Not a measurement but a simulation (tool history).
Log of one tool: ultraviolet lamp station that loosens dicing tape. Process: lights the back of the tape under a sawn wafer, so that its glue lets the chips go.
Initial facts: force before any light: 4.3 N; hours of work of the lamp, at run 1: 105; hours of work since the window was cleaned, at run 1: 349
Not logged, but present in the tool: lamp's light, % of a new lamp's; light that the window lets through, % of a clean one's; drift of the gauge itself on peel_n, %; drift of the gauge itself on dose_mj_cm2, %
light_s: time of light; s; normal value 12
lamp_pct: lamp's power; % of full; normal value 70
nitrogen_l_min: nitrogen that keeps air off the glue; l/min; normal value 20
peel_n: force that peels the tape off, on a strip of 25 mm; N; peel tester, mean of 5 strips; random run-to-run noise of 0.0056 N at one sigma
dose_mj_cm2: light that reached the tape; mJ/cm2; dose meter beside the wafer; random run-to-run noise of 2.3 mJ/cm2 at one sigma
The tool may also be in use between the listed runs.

| run | hour | light_s | lamp_pct | nitrogen_l_min | hours of work of the lamp | hours of work since the window was cleaned | peel_n | dose_mj_cm2 |
|---|---|---|---|---|---|---|---|---|
| 1 | 0 | 12 | 70 | 20 | 105 | 349 | 0.123 | 211 |
| 2 | 11.1 | 12 | 70 | 20 | 110 | 354 | 0.128 | 217 |
| 3 | 20.8 | 12 | 70 | 20 | 115 | 359 | 0.129 | 211 |
| 4 | 31.7 | 12 | 70 | 20 | 120 | 364 | 0.122 | 213 |
| 5 | 41.1 | 12 | 70 | 24 | 125 | 369 | 0.121 | 215 |
| 6 | 50 | 12 | 62 | 20 | 129 | 373 | 0.163 | 189 |
| 7 | 56.1 | 12 | 70 | 12 | 132 | 376 | 0.168 | 212 |
| 8 | 67.4 | 12 | 76 | 20 | 138 | 382 | 0.104 | 231 |
| 9 | 75.3 | 12 | 76 | 20 | 142 | 386 | 0.107 | 232 |
| 10 | 86.4 | 12 | 76 | 20 | 147 | 391 | 0.11 | 232 |
| 11 | 92.6 | 12 | 70 | 20 | 150 | 394 | 0.131 | 213 |
| 12 | 101.7 | 12 | 70 | 20 | 155 | 399 | 0.12 | 212 |
| 13 | 109 | 17 | 70 | 20 | 159 | 402 | 0.07 | 300 |
| 14 | 119.9 | 24 | 70 | 20 | 164 | 408 | 0.07 | 431 |
| 15 | 129.6 | 12 | 85 | 20 | 169 | 413 | 0.09 | 257 |
| 16 | 136.2 | 12 | 85 | 20 | 172 | 416 | 0.087 | 263 |
| 17 | 147.4 | 12 | 85 | 20 | 177 | 421 | 0.09 | 257 |
| 18 | 155.4 | 12 | 74 | 20 | 181 | 425 | 0.118 | 223 |
| 19 | 162.2 | 12 | 74 | 7 | 185 | 429 | 0.2 | 225 |
| 20 | 171.7 | 12 | 74 | 7 | 189 | 433 | 0.194 | 226 |
| 21 | 181.7 | 12 | 70 | 10 | 194 | 438 | 0.188 | 217 |
| 22 | 192.1 | 12 | 70 | 10 | 200 | 443 | 0.18 | 214 |
| 23 | 204.7 | 12 | 70 | 10 | 206 | 450 | 0.176 | 213 |
| 24 | 215.6 | 12 | 70 | 10 | 211 | 455 | 0.187 | 214 |
| 25 | 226.2 | 12 | 89 | 10 | 216 | 460 | 0.107 | 271 |
| 26 | 231.8 | 9 | 83 | 10 | 219 | 463 | 0.238 | 191 |
| 27 | 239.6 | 19 | 73 | 12 | 223 | 467 | 0.077 | 350 |
| 28 | 249.9 | 21 | 81 | 12 | 228 | 472 | 0.07 | 431 |
| 29 | 256.3 | 21 | 81 | 12 | 231 | 475 | 0.063 | 434 |
| 30 | 261.8 | 21 | 81 | 12 | 234 | 478 | 0.065 | 434 |
| 31 | 269.5 | 9 | 83 | 12 | 238 | 482 | 0.206 | 182 |
| 32 | 277.6 | 12 | 70 | 8 | 242 | 486 | 0.206 | 214 |
| 33 | 290.2 | 12 | 70 | 8 | 248 | 492 | 0.201 | 212 |
| 34 | 297.2 | 19 | 64 | 8 | 251 | 495 | 0.1 | 310 |
| 35 | 306.8 | 12 | 91 | 12 | 256 | 500 | 0.102 | 275 |
|  | 313.8 | window cleaned of glue's vapour |
| 36 | 319.5 | 12 | 91 | 12 | 262 | 3 | 0.1 | 276 |
| 37 | 325.6 | 12 | 91 | 12 | 265 | 6 | 0.099 | 277 |
| 38 | 333.2 | 12 | 74 | 13 | 269 | 10 | 0.136 | 225 |
| 39 | 340.9 | 19 | 70 | 20 | 273 | 13 | 0.068 | 339 |
| 40 | 348.3 | 19 | 70 | 20 | 276 | 17 | 0.074 | 337 |
| 41 | 360.2 | 21 | 70 | 31 | 282 | 23 | 0.07 | 371 |
| 42 | 369.8 | 21 | 70 | 31 | 287 | 28 | 0.08 | 379 |
| 43 | 380.6 | 21 | 70 | 31 | 292 | 33 | 0.074 | 368 |
| 44 | 393.1 | 18 | 99 | 24 | 299 | 39 | 0.068 | 454 |

Take each entry between the runs: how does the hidden state at the last listed run before it differ from the hidden state at the first listed run after it?
Between runs 35 and 36: window cleaned of glue's vapour (hour 313.8)
  light that the window lets through, % of a clean one's: 99.8 -> 100
